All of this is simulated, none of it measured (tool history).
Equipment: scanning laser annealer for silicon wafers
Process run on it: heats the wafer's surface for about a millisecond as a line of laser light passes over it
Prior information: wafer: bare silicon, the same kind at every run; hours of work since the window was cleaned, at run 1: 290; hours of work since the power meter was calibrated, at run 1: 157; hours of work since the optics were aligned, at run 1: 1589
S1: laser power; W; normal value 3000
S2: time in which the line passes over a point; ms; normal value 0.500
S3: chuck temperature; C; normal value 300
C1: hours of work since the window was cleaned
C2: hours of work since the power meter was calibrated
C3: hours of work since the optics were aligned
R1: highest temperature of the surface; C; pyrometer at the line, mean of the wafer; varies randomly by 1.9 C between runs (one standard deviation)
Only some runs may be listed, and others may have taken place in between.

run,hour,S1,S2,S3,C1,C2,C3,R1
1,0.0,3000,0.500,300,290,157,1589,1063
2,17.4,3000,0.500,300,299,166,1597,1062
3,27.6,3000,0.500,300,304,171,1602,1062
4,42.1,3000,0.500,300,311,178,1609,1064
5,51.2,3178,0.500,300,315,182,1614,1119
6,66.6,3178,0.500,300,323,190,1621,1117
7,75.7,3178,0.500,300,327,194,1626,1117
8,90.8,3000,0.500,300,334,201,1633,1061
9,105.5,3250,0.500,300,341,208,1640,1139
10,118.5,3250,0.500,300,348,215,1646,1135
11,133.9,3000,0.446,300,355,222,1654,1020
12,155.1,3000,0.446,300,366,233,1664,1017
13,174.9,3000,0.500,300,375,242,1674,1063
# hour 191.4: optics aligned, line set to its width
14,198.6,3000,0.500,300,384,251,4,1074
15,220.3,3000,0.500,300,395,262,14,1071
16,240.2,3000,0.500,300,405,272,24,1073
17,252.1,3000,0.500,318,410,277,30,1089
18,271.3,3000,0.500,297,420,287,39,1072
19,283.2,3000,0.500,297,425,292,45,1072
20,297.0,3000,0.500,297,432,299,51,1069
21,312.2,3000,0.500,297,440,307,59,1070
22,329.2,3000,0.544,300,448,315,67,1108
23,344.4,2966,0.459,321,455,322,74,1048
24,359.5,2750,0.548,321,463,330,82,1047
25,370.1,2750,0.548,321,468,335,87,1049
26,388.7,2750,0.548,321,477,344,96,1049
27,404.7,2803,0.548,300,485,352,104,1045
28,417.3,2803,0.472,290,491,358,110,983
29,428.0,3049,0.458,304,496,363,115,1058
30,438.7,2626,0.381,310,501,368,120,882
31,450.5,2626,0.381,310,507,374,126,882
32,469.4,2552,0.358,273,516,383,135,806
33,484.6,2552,0.358,273,523,390,143,807
34,497.1,2759,0.394,288,529,396,149,907
35,518.0,2622,0.593,332,540,407,159,1046
36,539.9,3000,0.500,298,550,417,169,1070
37,553.4,3000,0.500,298,557,424,176,1066
38,570.3,3057,0.569,300,565,432,184,1140
39,583.2,2985,0.600,278,571,438,191,1115
40,603.3,2609,0.376,278,581,448,200,842

What differs in the tool's unlogged condition from the final listed run ahead of each entry between runs to the first listed run following it?
Logged between run 13 and run 14: optics aligned, line set to its width (hour 191.4)
  light that passes the window, % of a clean one's: 98.82 -> 98.8; width of the line over the set one, %: 2.92 -> 0.1
  measured minus no-state result, R1: -28 -> -14 C
